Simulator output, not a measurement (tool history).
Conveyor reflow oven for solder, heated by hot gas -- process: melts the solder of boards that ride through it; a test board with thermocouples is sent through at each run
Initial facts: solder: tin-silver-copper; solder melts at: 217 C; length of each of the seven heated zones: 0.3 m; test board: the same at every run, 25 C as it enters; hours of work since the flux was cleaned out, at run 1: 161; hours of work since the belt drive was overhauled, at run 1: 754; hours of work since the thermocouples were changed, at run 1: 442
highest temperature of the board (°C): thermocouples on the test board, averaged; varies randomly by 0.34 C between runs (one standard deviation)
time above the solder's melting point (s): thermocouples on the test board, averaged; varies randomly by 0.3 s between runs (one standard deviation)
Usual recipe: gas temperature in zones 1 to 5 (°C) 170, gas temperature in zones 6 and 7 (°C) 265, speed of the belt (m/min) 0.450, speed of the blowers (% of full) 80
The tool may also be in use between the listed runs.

run	hour	gas temperature in zones 1 to 5 (°C)	gas temperature in zones 6 and 7 (°C)	speed of the belt (m/min)	speed of the blowers (% of full)	hours of work since the flux was cleaned out	hours of work since the belt drive was overhauled	hours of work since the thermocouples were changed	highest temperature of the board (°C)	time above the solder's melting point (s)
1	0.0	170	265	0.450	80	161	754	442	251.5	60.1
2	17.2	170	265	0.450	80	173	767	454	252.1	59.8
3	43.1	170	265	0.450	80	192	786	473	251.3	59.9
# hour 58.8: belt drive overhauled, speed set with a stopwatch
4	74.6	170	265	0.450	80	212	11	493	251.0	58.7
5	91.8	170	265	0.450	80	224	24	505	251.0	58.4
6	121.5	170	265	0.450	80	246	45	527	250.4	58.6
7	135.0	170	265	0.450	80	255	55	536	250.9	58.1
# hour 148.6: thermocouples of zones 6 and 7 changed
8	165.8	170	265	0.450	80	276	76	12	252.0	59.0
9	192.0	170	265	0.450	80	295	95	31	251.6	59.4
10	222.3	170	265	0.450	80	317	117	53	251.4	58.4
11	236.0	170	265	0.450	80	327	127	63	251.3	58.5
12	260.1	170	265	0.450	80	344	144	80	251.7	58.5
13	291.7	180	265	0.429	80	367	167	103	253.8	68.7
14	311.1	170	265	0.392	80	381	181	117	254.3	71.5
15	335.5	170	265	0.392	80	399	198	135	255.7	71.0
16	351.4	173	265	0.450	59	410	210	146	248.6	56.3
17	373.6	183	265	0.537	80	426	226	163	248.3	49.4
18	406.0	183	265	0.537	80	450	249	186	248.0	49.3
# hour 416.4: flux residue cleaned out of gas plates and filters
19	440.0	183	265	0.537	80	17	270	207	250.6	52.3
20	469.3	163	263	0.537	80	38	291	228	245.2	41.6
21	490.8	169	256	0.528	57	54	307	244	236.8	35.6

Below are 3 alternative next runs, each starting from the tool's condition after run 21. Predict each:
A	523.2	169	267	0.364	67	77	330	267	?	?
B	523.2	162	275	0.528	88	77	330	267	?	?
C	523.2	170	259	0.450	80	77	330	267	?	?

run	highest temperature of the board (°C)	time above the solder's melting point (s)
A	258.6	81.3
B	256.8	50.6
C	247.5	56.6
With no hidden state in the tool, these same runs would have given:
run	highest temperature of the board (°C)	time above the solder's melting point (s)
A	259.0	81.2
B	257.4	50.8
C	247.9	56.8
